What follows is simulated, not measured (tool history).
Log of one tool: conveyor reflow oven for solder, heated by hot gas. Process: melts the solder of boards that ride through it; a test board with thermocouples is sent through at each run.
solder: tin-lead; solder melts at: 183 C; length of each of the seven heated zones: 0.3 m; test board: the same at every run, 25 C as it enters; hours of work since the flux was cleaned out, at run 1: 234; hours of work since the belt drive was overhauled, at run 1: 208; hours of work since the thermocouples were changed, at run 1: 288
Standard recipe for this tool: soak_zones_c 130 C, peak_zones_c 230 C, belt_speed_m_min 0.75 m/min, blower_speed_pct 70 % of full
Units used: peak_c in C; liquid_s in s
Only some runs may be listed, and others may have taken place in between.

run     day  soak_zones_c  peak_zones_c  belt_speed_m_min  blower_speed_pct  hours of work since the flux was cleaned out  hours of work since the belt drive was overhauled  hours of work since the thermocouples were changed  peak_c  liquid_s
  1       0           130           230              0.75                70                                           234                                                208                                                 288   214.3      33.3
  2   1.071           130           230              0.75                70                                           247                                                220                                                 300   213.9      33.5
  3   2.412           130           230              0.75                70                                           262                                                236                                                 316   214.3        33
  4   3.396           130           230              0.75                70                                           274                                                247                                                 327   213.7      33.2
  5   5.075           130           230              0.75                58                                           294                                                267                                                 347   211.4      31.4
  6   6.638           130           230              0.75                58                                           312                                                285                                                 365   211.4      31.3
  7   8.296           130           230              0.75                58                                           331                                                305                                                 384   211.5      31.4
  8   9.958           130           230              0.75                58                                           351                                                324                                                 404   211.6      31.4
  9  10.875           130           230              0.75                58                                           361                                                335                                                 415   211.3      31.4
 10  11.583           130           230             0.649                70                                           370                                                343                                                 423   217.5      41.6
 11  13.104           126           230             0.649                70                                           387                                                361                                                 441   217.5      40.2
 12  14.292           126           230             0.649                70                                           401                                                375                                                 454     217      40.2
 13  15.792           130           232              0.75                70                                           419                                                392                                                 472   215.1      33.8
 14  17.475           130           230              0.75                70                                           438                                                412                                                 492   212.9      32.9
 15  18.712           130           230              0.75                70                                           453                                                426                                                 506   213.3      32.9
 16  20.121           130           230              0.75                70                                           469                                                443                                                 523   213.3      32.9
 17  20.883           116           239             0.831                77                                           478                                                452                                                 531   216.7      28.4
 18  22.058           137           218             0.831                80                                           492                                                465                                                 545   202.2      24.3
     22.404  -- flux residue cleaned out of gas plates and filters
 19  23.833           130           220             0.859                79                                            17                                                484                                                 563   200.9      21.4
 20  25.029           130           230             0.651                79                                            31                                                498                                                 577   218.2      41.8
 21  26.346           130           231              0.75                70                                            46                                                513                                                 593   213.9      32.9
 22  27.512           130           228             0.678                70                                            60                                                527                                                 606     214      37.4
     28.712  -- flux residue cleaned out of gas plates and filters, once more
 23  28.862           118           221              0.85                88                                             2                                                540                                                 620   203.8      22.2
 24  30.292           118           221              0.85                88                                            18                                                557                                                 636     204        22
 25   31.95           138           239             0.801                66                                            38                                                576                                                 656     221      35.9
 26  32.721           130           230             0.789                68                                            47                                                585                                                 665   212.6      30.9
 27  34.208           130           224             0.647                68                                            64                                                602                                                 682   212.5      39.3
 28  35.546           139           224             0.647                52                                            80                                                618                                                 698   211.3      39.9
 29  36.438           130           230             0.621                51                                            90                                                628                                                 708   215.9      42.5
 30  37.579           136           230             0.621                51                                           104                                                642                                                 722   217.3      44.5

Hidden state or all else? Some run-to-run changes of peak_c, split into what the settings, what came in and random variation would give without the hidden state, and what is left for the hidden state (with any gauge scatter that isn't in both results):
Hidden state present: heat that the gas passes to the board, % of a clean oven's; belt's true speed, % of the reading; true gas temperature in zones 6 and 7 over the reading, C; drift of the gauge itself on peak_c, C; drift of the gauge itself on liquid_s, %.
Run 16 -> 17: soak_zones_c 130 -> 116, peak_zones_c 230 -> 239, belt_speed_m_min 0.75 -> 0.831, blower_speed_pct 70 -> 77. peak_c +3.4 C: hidden state -0.5, all else +3.9.
Run 17 -> 18: soak_zones_c 116 -> 137, peak_zones_c 239 -> 218, blower_speed_pct 77 -> 80. peak_c -14.5 C: hidden state +0.4, all else -14.9.
Run 18 -> 19: soak_zones_c 137 -> 130, peak_zones_c 218 -> 220, belt_speed_m_min 0.831 -> 0.859, blower_speed_pct 80 -> 79, flux residue cleaned out of gas plates and filters. peak_c -1.3 C: hidden state -0.5, all else -0.8.
Run 19 -> 20: peak_zones_c 220 -> 230, belt_speed_m_min 0.859 -> 0.651. peak_c +17.3 C: hidden state +0.4, all else +16.9.
Run 22 -> 23: soak_zones_c 130 -> 118, peak_zones_c 228 -> 221, belt_speed_m_min 0.678 -> 0.85, blower_speed_pct 70 -> 88, flux residue cleaned out of gas plates and filters, once more. peak_c -10.2 C: hidden state +1.8, all else -12.
Run 24 -> 25: soak_zones_c 118 -> 138, peak_zones_c 221 -> 239, belt_speed_m_min 0.85 -> 0.801, blower_speed_pct 88 -> 66. peak_c +17 C: hidden state +0, all else +17.
